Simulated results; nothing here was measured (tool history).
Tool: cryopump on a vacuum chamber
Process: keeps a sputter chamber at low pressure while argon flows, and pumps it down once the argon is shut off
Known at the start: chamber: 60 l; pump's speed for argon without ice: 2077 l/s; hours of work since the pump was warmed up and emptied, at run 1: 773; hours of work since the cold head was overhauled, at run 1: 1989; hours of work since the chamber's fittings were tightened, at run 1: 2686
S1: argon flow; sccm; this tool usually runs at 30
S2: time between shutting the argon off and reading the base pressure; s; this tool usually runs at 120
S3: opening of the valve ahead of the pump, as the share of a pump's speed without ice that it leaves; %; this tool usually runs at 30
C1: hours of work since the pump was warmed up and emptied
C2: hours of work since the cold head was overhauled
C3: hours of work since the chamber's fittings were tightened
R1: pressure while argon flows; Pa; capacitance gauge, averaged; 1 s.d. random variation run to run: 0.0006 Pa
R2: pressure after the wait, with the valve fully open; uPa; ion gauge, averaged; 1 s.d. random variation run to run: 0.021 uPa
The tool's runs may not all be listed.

{"run": 1, "hour": 0.0, "S1": 30, "S2": 120, "S3": 30, "C1": 773, "C2": 1989, "C3": 2686, "R1": 0.0845, "R2": 1.92}
{"run": 2, "hour": 98.4, "S1": 30, "S2": 120, "S3": 30, "C1": 852, "C2": 2069, "C3": 2766, "R1": 0.0849, "R2": 2.01}
{"run": 3, "hour": 205.5, "S1": 30, "S2": 120, "S3": 30, "C1": 939, "C2": 2156, "C3": 2853, "R1": 0.0852, "R2": 2.07}
{"run": 4, "hour": 251.4, "S1": 30, "S2": 120, "S3": 30, "C1": 976, "C2": 2193, "C3": 2890, "R1": 0.085, "R2": 2.04}
{"run": 5, "hour": 327.3, "S1": 30, "S2": 120, "S3": 58, "C1": 1038, "C2": 2255, "C3": 2951, "R1": 0.0455, "R2": 2.1}
{"run": 6, "hour": 419.0, "S1": 30, "S2": 120, "S3": 58, "C1": 1112, "C2": 2329, "C3": 3026, "R1": 0.0461, "R2": 2.26}
{"hour": 470.2, "done": "pump warmed up, emptied and cooled again"}
{"run": 7, "hour": 496.1, "S1": 30, "S2": 120, "S3": 58, "C1": 21, "C2": 2388, "C3": 3084, "R1": 0.042, "R2": 1.92}
{"run": 8, "hour": 550.5, "S1": 30, "S2": 25, "S3": 30, "C1": 65, "C2": 2432, "C3": 3128, "R1": 0.0824, "R2": 2.9}
{"run": 9, "hour": 650.0, "S1": 30, "S2": 120, "S3": 30, "C1": 146, "C2": 2512, "C3": 3209, "R1": 0.082, "R2": 2}
{"run": 10, "hour": 716.1, "S1": 30, "S2": 120, "S3": 30, "C1": 199, "C2": 2566, "C3": 3263, "R1": 0.0828, "R2": 2.11}
{"run": 11, "hour": 791.4, "S1": 30, "S2": 120, "S3": 30, "C1": 260, "C2": 2627, "C3": 3324, "R1": 0.0832, "R2": 2.07}
{"run": 12, "hour": 877.1, "S1": 30, "S2": 120, "S3": 33, "C1": 330, "C2": 2696, "C3": 3393, "R1": 0.0757, "R2": 2.21}
{"run": 13, "hour": 978.6, "S1": 30, "S2": 120, "S3": 33, "C1": 412, "C2": 2779, "C3": 3476, "R1": 0.0756, "R2": 2.24}
{"run": 14, "hour": 1026.3, "S1": 28, "S2": 252, "S3": 36, "C1": 451, "C2": 2817, "C3": 3514, "R1": 0.0656, "R2": 2.11}
{"run": 15, "hour": 1102.1, "S1": 28, "S2": 252, "S3": 36, "C1": 512, "C2": 2879, "C3": 3576, "R1": 0.065, "R2": 2.1}
{"hour": 1118.2, "done": "leaking fittings of the chamber tightened, without venting"}
{"run": 16, "hour": 1147.4, "S1": 28, "S2": 252, "S3": 36, "C1": 547, "C2": 2914, "C3": 24, "R1": 0.0657, "R2": 0.27}
{"run": 17, "hour": 1220.7, "S1": 30, "S2": 120, "S3": 50, "C1": 607, "C2": 2973, "C3": 83, "R1": 0.0517, "R2": 0.45}
{"run": 18, "hour": 1324.2, "S1": 25, "S2": 120, "S3": 30, "C1": 691, "C2": 3057, "C3": 167, "R1": 0.0702, "R2": 0.54}
{"run": 19, "hour": 1427.9, "S1": 25, "S2": 120, "S3": 30, "C1": 775, "C2": 3141, "C3": 251, "R1": 0.0706, "R2": 0.61}
{"run": 20, "hour": 1519.6, "S1": 39, "S2": 236, "S3": 30, "C1": 849, "C2": 3216, "C3": 325, "R1": 0.1102, "R2": 0.49}
{"run": 21, "hour": 1602.5, "S1": 45, "S2": 129, "S3": 47, "C1": 916, "C2": 3283, "C3": 393, "R1": 0.083, "R2": 0.66}
{"run": 22, "hour": 1663.6, "S1": 15, "S2": 23, "S3": 33, "C1": 966, "C2": 3333, "C3": 442, "R1": 0.0388, "R2": 1.81}
{"run": 23, "hour": 1722.9, "S1": 15, "S2": 23, "S3": 33, "C1": 1014, "C2": 3381, "C3": 490, "R1": 0.0385, "R2": 1.86}
{"run": 24, "hour": 1802.4, "S1": 19, "S2": 49, "S3": 35, "C1": 1078, "C2": 3445, "C3": 555, "R1": 0.0473, "R2": 1.15}
{"hour": 1889.8, "done": "pump warmed up, emptied and cooled again"}
{"run": 25, "hour": 1902.3, "S1": 13, "S2": 49, "S3": 36, "C1": 10, "C2": 3522, "C3": 632, "R1": 0.0305, "R2": 1.15}
{"run": 26, "hour": 1974.9, "S1": 41, "S2": 199, "S3": 30, "C1": 69, "C2": 3581, "C3": 691, "R1": 0.1132, "R2": 0.64}

Branching from run 26: 4 alternative next runs. What would each branch give?
{"run": "A", "hour": 2075.1, "S1": 35, "S2": 33, "S3": 30, "C1": 150, "C2": 3662, "C3": 772, "R1": "?", "R2": "?"}
{"run": "B", "hour": 2075.1, "S1": 37, "S2": 120, "S3": 30, "C1": 150, "C2": 3662, "C3": 772, "R1": "?", "R2": "?"}
{"run": "C", "hour": 2075.1, "S1": 19, "S2": 31, "S3": 22, "C1": 150, "C2": 3662, "C3": 772, "R1": "?", "R2": "?"}
{"run": "D", "hour": 2075.1, "S1": 53, "S2": 199, "S3": 30, "C1": 150, "C2": 3662, "C3": 772, "R1": "?", "R2": "?"}

run=A R1=0.097 R2=1.46
run=B R1=0.1011 R2=0.78
run=C R1=0.0709 R2=1.59
run=D R1=0.1474 R2=0.71
Had the tool no hidden state, the same runs would have come out as:
run=A R1=0.0953 R2=1.08
run=B R1=0.0993 R2=0.39
run=C R1=0.07 R2=1.19
run=D R1=0.1448 R2=0.31

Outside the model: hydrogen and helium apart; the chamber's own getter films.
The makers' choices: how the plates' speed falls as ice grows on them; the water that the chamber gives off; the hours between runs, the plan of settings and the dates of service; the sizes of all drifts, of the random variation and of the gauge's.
